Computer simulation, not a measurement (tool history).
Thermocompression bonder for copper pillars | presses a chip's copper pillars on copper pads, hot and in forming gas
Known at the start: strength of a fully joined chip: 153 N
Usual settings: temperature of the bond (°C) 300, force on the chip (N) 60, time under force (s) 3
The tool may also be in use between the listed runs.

| run | hour | temperature of the bond (°C) | force on the chip (N) | time under force (s) | force that shears a chip off (N) |
|---|---|---|---|---|---|
| 1 | 0.0 | 300 | 60 | 3 | 75.4 |
| 2 | 9.7 | 300 | 60 | 3 | 74.4 |
| 3 | 16.0 | 300 | 60 | 8 | 101.7 |
| 4 | 22.2 | 300 | 60 | 7 | 96.9 |
| 5 | 29.7 | 300 | 60 | 7 | 97.9 |
| 6 | 36.5 | 300 | 60 | 7 | 97.7 |
| 7 | 41.5 | 300 | 60 | 7 | 95.0 |
|  | 44.4 | heater calibrated with a thermocouple chip |
| 8 | 49.2 | 302 | 60 | 3 | 76.0 |
| 9 | 58.8 | 300 | 60 | 3 | 75.5 |
| 10 | 66.1 | 300 | 60 | 3 | 75.7 |

Forecast run 11:
| 11 | 70.5 | 300 | 60 | 3 | ? |

force that shears a chip off (N): 75.2
Without the tool's hidden state the same run would have given force that shears a chip off (N) 80.9.

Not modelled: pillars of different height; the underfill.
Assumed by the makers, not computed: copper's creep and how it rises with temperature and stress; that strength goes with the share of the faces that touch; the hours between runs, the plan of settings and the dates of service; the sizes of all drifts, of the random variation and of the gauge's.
